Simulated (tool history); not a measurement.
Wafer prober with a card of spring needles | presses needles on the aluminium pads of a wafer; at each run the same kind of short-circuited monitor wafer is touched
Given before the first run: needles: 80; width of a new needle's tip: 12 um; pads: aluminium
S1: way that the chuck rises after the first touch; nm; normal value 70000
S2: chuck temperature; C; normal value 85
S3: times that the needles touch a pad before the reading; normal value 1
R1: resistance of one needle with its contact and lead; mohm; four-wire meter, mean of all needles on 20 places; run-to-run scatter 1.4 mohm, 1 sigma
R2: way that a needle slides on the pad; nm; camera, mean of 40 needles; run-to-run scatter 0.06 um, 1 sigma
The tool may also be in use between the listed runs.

run    hour     S1  S2  S3   R1     R2
  1       0  70000  85   1  173   8790
        4.8  -- tips cleaned on abrasive film
       14.2  -- tips cleaned on abrasive film
         26  -- tips cleaned on abrasive film
       37.8  -- tips cleaned on abrasive film
       47.2  -- tips cleaned on abrasive film
       56.6  -- tips cleaned on abrasive film
  2      63  70000  85   1  180   8360
       65.6  -- height of the first contact set anew
       68.1  -- tips cleaned on abrasive film
       77.5  -- tips cleaned on abrasive film
       89.3  -- tips cleaned on abrasive film
       98.7  -- tips cleaned on abrasive film
      110.5  -- tips cleaned on abrasive film
      119.9  -- tips cleaned on abrasive film
      129.4  -- tips cleaned on abrasive film
  3   131.7  70000  85   1  146   9170
      141.2  -- tips cleaned on abrasive film
      150.6  -- tips cleaned on abrasive film
      162.4  -- tips cleaned on abrasive film
      171.8  -- tips cleaned on abrasive film
      181.3  -- tips cleaned on abrasive film
  4   182.9  70000  85   2  140   9200
      192.3  -- tips cleaned on abrasive film
      201.7  -- tips cleaned on abrasive film
      213.5  -- tips cleaned on abrasive film
      218.3  -- tips cleaned on abrasive film, once more
      227.7  -- tips cleaned on abrasive film
      239.5  -- tips cleaned on abrasive film
  5   244.7  70000  85   2  156   8990
      249.5  -- tips cleaned on abrasive film
      258.9  -- tips cleaned on abrasive film
      268.4  -- tips cleaned on abrasive film
      277.8  -- tips cleaned on abrasive film
      287.3  -- tips cleaned on abrasive film
      296.7  -- tips cleaned on abrasive film
  6   303.9  70000  85   2  161   8840
      306.3  -- tips cleaned on abrasive film
      315.8  -- tips cleaned on abrasive film
      325.2  -- tips cleaned on abrasive film
      334.6  -- tips cleaned on abrasive film
      346.4  -- tips cleaned on abrasive film
  7   350.9  70000  85   2  150   8830
        358  -- tips cleaned on abrasive film
      367.5  -- tips cleaned on abrasive film
      376.9  -- tips cleaned on abrasive film
      388.7  -- tips cleaned on abrasive film
      398.1  -- tips cleaned on abrasive film
  8   400.7  70000  85   2  148   8860
      407.8  -- tips cleaned on abrasive film
      417.2  -- tips cleaned on abrasive film
      426.7  -- tips cleaned on abrasive film
      438.4  -- tips cleaned on abrasive film
      447.9  -- tips cleaned on abrasive film
      457.3  -- tips cleaned on abrasive film
      466.8  -- tips cleaned on abrasive film
  9   469.5  70000  85   2  149   8600
      476.6  -- tips cleaned on abrasive film
        486  -- tips cleaned on abrasive film
      497.8  -- tips cleaned on abrasive film
      507.5  -- height of the first contact set anew
      509.9  -- tips cleaned on abrasive film
      519.3  -- tips cleaned on abrasive film
      531.1  -- tips cleaned on abrasive film
 10     533  70000  63   1  152   9370
      542.4  -- tips cleaned on abrasive film
      551.9  -- tips cleaned on abrasive film
      563.6  -- tips cleaned on abrasive film
      575.4  -- tips cleaned on abrasive film
      587.2  -- tips cleaned on abrasive film
 11   592.3  70000  85   1  170   9150
        597  -- tips cleaned on abrasive film
      608.8  -- tips cleaned on abrasive film
      620.6  -- tips cleaned on abrasive film
 12   623.5  70000  38   1  158   9070
      630.6  -- tips cleaned on abrasive film
      642.4  -- tips cleaned on abrasive film
      654.1  -- tips cleaned on abrasive film
      663.6  -- tips cleaned on abrasive film
 13   670.6  57000  64   1  213   7220
      673.3  -- tips cleaned on abrasive film
      682.8  -- tips cleaned on abrasive film
      692.2  -- tips cleaned on abrasive film
      701.7  -- tips cleaned on abrasive film
      711.1  -- tips cleaned on abrasive film
      720.5  -- tips cleaned on abrasive film
      732.3  -- tips cleaned on abrasive film
 14   740.9  57000  64   2  198   7220
      743.3  -- tips cleaned on abrasive film
      755.1  -- tips cleaned on abrasive film
      766.9  -- tips cleaned on abrasive film
      778.7  -- tips cleaned on abrasive film
 15   781.6  75000  52   2  142   9530
      788.7  -- tips cleaned on abrasive film
      798.2  -- tips cleaned on abrasive film
        810  -- tips cleaned on abrasive film
      821.7  -- tips cleaned on abrasive film
      833.5  -- tips cleaned on abrasive film
 16   839.4  78000  95   2  157   9950
      844.2  -- tips cleaned on abrasive film
      853.7  -- tips cleaned on abrasive film
      863.1  -- tips cleaned on abrasive film
      872.5  -- tips cleaned on abrasive film
      884.3  -- tips cleaned on abrasive film
      893.8  -- tips cleaned on abrasive film
 17   899.3  78000  95   2  154   9790
      904.1  -- tips cleaned on abrasive film
      915.9  -- tips cleaned on abrasive film
      925.3  -- tips cleaned on abrasive film
      934.8  -- tips cleaned on abrasive film
      945.5  -- tips cleaned on abrasive film
 18   945.5  76000  26   1  135   9500
      948.2  -- height of the first contact set anew
      957.6  -- tips cleaned on abrasive film
        967  -- tips cleaned on abrasive film
      978.8  -- tips cleaned on abrasive film
 19   981.9  76000  26   1  153  10130
        989  -- tips cleaned on abrasive film
     1000.8  -- tips cleaned on abrasive film
     1012.6  -- tips cleaned on abrasive film
     1024.3  -- tips cleaned on abrasive film
     1033.8  -- tips cleaned on abrasive film
 20  1037.7  54000  60   2  172   7030

Predict the results of run 21:
     1044.8  -- tips cleaned on abrasive film
     1054.2  -- tips cleaned on abrasive film
       1066  -- tips cleaned on abrasive film
     1077.8  -- tips cleaned on abrasive film
     1089.6  -- tips cleaned on abrasive film
     1101.3  -- tips cleaned on abrasive film
 21  1108.1  54000  60   2   ?   ?

{"run 21": {"R1": 198, "R2": 7020}}
Minus the tool's unlogged condition, the same run would have read R1 125 mohm, R2 7250 nm.

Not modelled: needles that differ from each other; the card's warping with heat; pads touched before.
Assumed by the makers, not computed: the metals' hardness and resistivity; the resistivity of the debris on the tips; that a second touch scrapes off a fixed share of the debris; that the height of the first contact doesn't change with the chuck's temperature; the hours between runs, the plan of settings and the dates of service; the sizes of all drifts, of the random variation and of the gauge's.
